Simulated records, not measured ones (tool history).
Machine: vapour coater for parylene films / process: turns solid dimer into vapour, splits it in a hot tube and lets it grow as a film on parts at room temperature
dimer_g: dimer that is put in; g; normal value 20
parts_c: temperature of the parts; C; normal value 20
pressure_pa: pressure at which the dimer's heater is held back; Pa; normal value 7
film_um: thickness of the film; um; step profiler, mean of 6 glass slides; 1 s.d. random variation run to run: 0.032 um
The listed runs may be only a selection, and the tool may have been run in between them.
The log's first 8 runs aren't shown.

run,hour,dimer_g,parts_c,pressure_pa,film_um
9,197.3,35,20,7,5.71
10,229.3,35,20,7,5.71
# hour 241.6: table's thermometer calibrated
11,262,20,20,7,3.19
12,289.7,30,20,7,4.64
13,303.7,30,15,7,5.4
14,331.1,30,15,7,5.48
# hour 354.4: trap's valve overhauled
15,365.7,20,20,7,3.39
16,391.6,20,20,7,3.36
17,409.7,20,20,3.36,3.74
18,435.2,8,21,2.72,1.43
19,452.4,23,20,4.13,4.13
20,479.8,23,20,4.13,4.03
21,500.2,16,22,3.06,2.76
22,527.1,16,22,3.06,2.76
23,542,16,13,3.06,3.55
24,555.9,20,20,3.08,3.63
25,578.5,21,17,2.77,4.2
26,609.4,16,17,2.72,3.21
27,637.3,33,20,8,5.26
28,667.4,31,20,8,4.85
29,687.4,31,20,8,4.83
30,711.6,24,16,4.09,4.6
# hour 738.4: trap's valve overhauled
31,744.3,24,19,10.18,4.02

Each row is a separate what-if for the run after 31, all from the same tool condition, not one after another. Results?
A,767.5,26,19,10.18,?
B,767.5,20,14,2.27,?
C,767.5,24,24,10.18,?

run,film_um
A,4.35
B,4.65
C,3.44
Stripped of hidden state, with their random variation kept, the same runs would have yielded:
run,film_um
A,4.35
B,4.65
C,3.45
